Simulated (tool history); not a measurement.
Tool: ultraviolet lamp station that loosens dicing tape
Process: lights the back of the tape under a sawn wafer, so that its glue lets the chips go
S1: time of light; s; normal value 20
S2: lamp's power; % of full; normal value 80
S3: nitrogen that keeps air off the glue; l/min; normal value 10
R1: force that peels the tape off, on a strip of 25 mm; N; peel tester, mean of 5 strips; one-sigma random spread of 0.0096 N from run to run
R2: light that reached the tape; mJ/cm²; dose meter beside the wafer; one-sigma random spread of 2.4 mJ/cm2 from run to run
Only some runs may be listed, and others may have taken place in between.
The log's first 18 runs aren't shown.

run	hour	S1	S2	S3	R1	R2
# hour 585.5: lamp changed
19	597	20	80	10	0.523	233
20	622	20	80	10	0.524	229
21	665.2	20	80	10	0.525	226
22	686.4	20	80	10	0.566	223
23	722.5	20	80	10	0.576	218
24	748.9	20	80	10	0.591	215
# hour 752.6: window cleaned of glue's vapour
25	794.5	20	80	10	0.724	190
26	813	20	80	10	0.713	189
27	844.3	17	80	4	1.32	159
28	874.3	11	70	4	2.076	88
29	912.8	19	63	8	1.2	138
30	944.3	19	74	19	0.705	156
31	976.5	20	72	6	1.15	157
# hour 980.2: window cleaned of glue's vapour, once more
32	1006.2	20	72	6	0.878	203

Expected results for the next run?
33	1026.3	20	72	6	?	?

{"run 33": {"R1": 0.852, "R2": 201}}
Minus the tool's unlogged condition, the same run would have read R1 0.673 N, R2 237 mJ/cm².
